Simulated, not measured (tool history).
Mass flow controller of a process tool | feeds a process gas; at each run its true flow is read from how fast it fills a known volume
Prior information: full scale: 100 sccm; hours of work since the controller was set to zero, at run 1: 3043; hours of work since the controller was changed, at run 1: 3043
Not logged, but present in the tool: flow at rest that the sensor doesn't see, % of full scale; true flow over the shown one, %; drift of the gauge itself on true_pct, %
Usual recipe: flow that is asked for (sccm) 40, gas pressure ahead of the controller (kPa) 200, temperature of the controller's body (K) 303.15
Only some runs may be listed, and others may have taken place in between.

run,day,flow that is asked for (sccm),gas pressure ahead of the controller (kPa),temperature of the controller's body (K),hours of work since the controller was set to zero,hours of work since the controller was changed,true flow (%)
1,0,40,200,303.15,3043,3043,98.35
2,4.925,40,200,303.15,3083,3083,98.08
3,12.425,40,200,303.15,3144,3144,98.18
4,21.292,40,200,303.15,3216,3216,98.21
5,28.346,40,200,303.15,3274,3274,98.15
6,36.092,40,200,303.15,3336,3336,98.08
7,42.983,15,200,303.15,3392,3392,95.51
8,47.95,15,200,303.15,3433,3433,95.47
9,53,18,200,303.15,3474,3474,96.1
# day 53.954: controller's zero set anew
10,61.85,18,200,310.15,64,3546,94.15
11,71.458,18,200,310.15,142,3624,94.11
12,76.771,18,200,310.15,185,3667,94.03
13,81.383,40,200,303.15,223,3705,97.01
14,90.238,40,200,303.15,295,3776,96.97
15,98.125,78,200,309.15,359,3841,98.48
16,109.088,79,200,295.15,448,3930,98.14
17,119.808,79,175,293.15,535,4017,98.31
# day 122.504: controller's zero set anew, once more
18,130.633,79,175,308.15,66,4105,99.76
19,141.475,54,247,298.15,154,4193,99.18
20,147.729,14,165,305.15,205,4244,98.92
21,157.354,70,194,294.15,283,4322,99.27
22,166.2,35,194,302.15,355,4394,99.15
23,176.279,40,236,295.15,437,4476,98.95
24,183.596,40,209,298.15,497,4535,99.01
25,191.679,40,204,295.15,562,4601,98.93
26,201.538,40,195,303.15,642,4681,99.02
27,212.342,40,195,303.15,730,4769,98.9

What if the next run were any one of these 3? Each begins from the tool's condition after run 27:
A,222.729,14,195,303.15,815,4853,?
B,222.729,10,195,304.15,815,4853,?
C,222.729,49,200,303.15,815,4853,?

run,true flow (%)
A,98.16
B,97.61
C,99.04
Without the tool's unlogged condition, the same runs would have read:
run,true flow (%)
A,99.66
B,99.54
C,99.74
